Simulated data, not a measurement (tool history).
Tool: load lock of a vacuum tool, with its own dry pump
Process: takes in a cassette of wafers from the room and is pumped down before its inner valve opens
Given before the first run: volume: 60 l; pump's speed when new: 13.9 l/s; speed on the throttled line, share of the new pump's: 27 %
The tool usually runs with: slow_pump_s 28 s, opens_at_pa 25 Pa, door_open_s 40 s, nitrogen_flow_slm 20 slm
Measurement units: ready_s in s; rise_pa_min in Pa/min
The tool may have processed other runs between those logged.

run,hour,slow_pump_s,opens_at_pa,door_open_s,nitrogen_flow_slm,"incoming humidity of the room's air, %",ready_s,rise_pa_min
1,0,28,25,40,20,42.6,55.5,0.07
2,369.3,28,25,40,20,44.4,56.8,0.076
3,624,28,25,40,20,45.3,56.7,0.073
4,865.2,28,25,40,20,45.7,57.2,0.082
5,1281.1,28,25,40,20,44.4,57.4,0.094
6,1468.4,28,25,40,20,50,57.9,0.092
7,1797.7,28,25,40,20,43.4,57.3,0.098
8,1990.4,21,25,32,20,46.7,52.4,0.098
9,2218.9,48,32,93,20,43.4,70.3,0.11
10,2464.3,48,32,93,20,44.2,70.6,0.11
11,2745.7,48,32,93,20,43.6,70,0.118
12,2922.8,28,31,40,5,44.9,56.5,0.138
13,3335.3,28,31,40,5,41.4,57,0.136
14,3763.3,28,25,31,25,45.7,58.6,0.131

Alternative continuations, all from the tool just after run 14; predict every row:
A,4024.6,28,25,31,9,44,?,?
B,4024.6,28,25,31,34,44,?,?
C,4024.6,28,25,40,28,44.2,?,?

run,ready_s,rise_pa_min
A,59,0.139
B,58.5,0.129
C,58.6,0.129
Take away the tool's hidden state, keep each run's random variation, and the runs would have read:
run,ready_s,rise_pa_min
A,56.8,0.023
B,56.3,0.013
C,56.5,0.015
